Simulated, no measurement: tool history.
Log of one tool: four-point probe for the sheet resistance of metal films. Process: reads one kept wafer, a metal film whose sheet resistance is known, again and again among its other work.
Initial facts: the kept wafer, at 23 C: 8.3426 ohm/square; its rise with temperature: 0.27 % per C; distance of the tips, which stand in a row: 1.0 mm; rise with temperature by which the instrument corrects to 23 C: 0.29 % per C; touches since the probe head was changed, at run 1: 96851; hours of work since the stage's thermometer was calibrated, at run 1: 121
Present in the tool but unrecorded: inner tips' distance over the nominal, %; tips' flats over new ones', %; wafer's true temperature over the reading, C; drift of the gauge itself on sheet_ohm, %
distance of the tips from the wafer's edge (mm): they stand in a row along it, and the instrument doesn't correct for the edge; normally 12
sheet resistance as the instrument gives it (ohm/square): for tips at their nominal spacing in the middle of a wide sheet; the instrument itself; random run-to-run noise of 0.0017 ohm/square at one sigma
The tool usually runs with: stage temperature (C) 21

run,day,stage temperature (C),distance of the tips from the wafer's edge (mm),touches since the probe head was changed,hours of work since the stage's thermometer was calibrated,sheet resistance as the instrument gives it (ohm/square)
1,0.000,21,12,96851,121,8.318072
2,4.717,21,12,99727,208,8.317753
3,9.471,21,12,102624,295,8.316209
4,13.733,18,12,105223,373,8.319810
# day 14.246: stage's thermometer calibrated
5,18.825,18,12,108314,84,8.320824
6,21.408,18,12,109889,131,8.321018
7,24.588,20,12,111827,190,8.318105
8,27.142,27,4,113385,237,8.549475
9,32.925,24,7,116911,343,8.372938
# day 33.862: stage's thermometer calibrated, once more
10,36.621,24,7,119150,51,8.365284
11,39.421,19,16,120859,102,8.298043
12,44.650,28,33,124045,198,8.278573
13,49.338,31,35,126905,284,8.272409

Selected run-to-run steps in sheet resistance as the instrument gives it (ohm/square), each split into two signed amounts: the part the tool would show with no hidden state at all (from settings, incoming material and random variation), and the remainder, which goes to the hidden state together with any gauge scatter not common to the measured and the hidden-state-free results:
Run 7 -> 8: stage temperature (C) 20 -> 27, distance of the tips from the wafer's edge (mm) 12 -> 4. sheet resistance as the instrument gives it (ohm/square) +0.231370: hidden state -0.001611, all else +0.232981.
Run 9 -> 10: stage's thermometer calibrated, once more. sheet resistance as the instrument gives it (ohm/square) -0.007654: hidden state -0.008723, all else +0.001069.
